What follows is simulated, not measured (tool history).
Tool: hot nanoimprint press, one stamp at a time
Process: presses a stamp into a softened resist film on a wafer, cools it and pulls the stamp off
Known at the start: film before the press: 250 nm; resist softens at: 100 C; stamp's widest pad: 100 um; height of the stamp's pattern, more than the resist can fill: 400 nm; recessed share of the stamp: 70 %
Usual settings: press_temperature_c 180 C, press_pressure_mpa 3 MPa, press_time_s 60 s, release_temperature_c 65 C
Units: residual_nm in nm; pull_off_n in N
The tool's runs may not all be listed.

| run | day | press_temperature_c | press_pressure_mpa | press_time_s | release_temperature_c | residual_nm | pull_off_n |
|---|---|---|---|---|---|---|---|
| 1 | 0 | 180 | 3 | 60 | 65 | 121.3 | 206 |
|  | 1.171 | stamp cleaned and given a new release coat |
| 2 | 1.179 | 180 | 3 | 60 | 65 | 122.7 | 202 |
| 3 | 1.946 | 180 | 3 | 60 | 65 | 123.2 | 201 |
|  | 3.183 | plate thermocouple calibrated |
| 4 | 3.304 | 180 | 3 | 60 | 65 | 122.8 | 199 |
| 5 | 4.175 | 180 | 3 | 60 | 65 | 122.2 | 200 |
| 6 | 5.121 | 180 | 3 | 60 | 65 | 122.9 | 194 |
| 7 | 5.879 | 180 | 3 | 60 | 65 | 121.8 | 192 |
| 8 | 6.671 | 180 | 3 | 60 | 65 | 122 | 192 |
| 9 | 7.696 | 180 | 3 | 60 | 65 | 123.6 | 192 |
| 10 | 8.596 | 180 | 3 | 60 | 65 | 123.2 | 191 |
| 11 | 9.592 | 180 | 3 | 60 | 59 | 123 | 217 |
| 12 | 10.096 | 180 | 3.35 | 60 | 65 | 115.4 | 193 |
|  | 11.258 | stamp cleaned and given a new release coat |
| 13 | 11.288 | 180 | 3.35 | 60 | 65 | 115.5 | 196 |
| 14 | 11.904 | 180 | 3.35 | 60 | 65 | 116.5 | 184 |
| 15 | 12.608 | 180 | 1.87 | 60 | 65 | 146.4 | 198 |
| 16 | 13.704 | 185 | 3.81 | 54 | 55 | 95.3 | 237 |
| 17 | 14.783 | 185 | 2.93 | 54 | 55 | 107.4 | 244 |
| 18 | 15.446 | 185 | 2.93 | 54 | 55 | 107.5 | 241 |
| 19 | 16.05 | 179 | 3.47 | 64 | 65 | 116.9 | 190 |
| 20 | 16.812 | 174 | 2.54 | 39 | 67 | 180.7 | 185 |
| 21 | 17.417 | 174 | 2.54 | 39 | 67 | 180.3 | 190 |
| 22 | 18.242 | 180 | 3 | 31 | 61 | 153.3 | 209 |
| 23 | 19.383 | 180 | 4.73 | 37 | 67 | 120.7 | 191 |

The next listed run, before its measurement:
| 24 | 20.2 | 180 | 3.44 | 60 | 61 | ? | ? |

Run 24 gave residual_nm 114.9 nm, pull_off_n 212 N.
Without the tool's hidden state the same run would have given residual_nm 114.7 nm, pull_off_n 210 N.
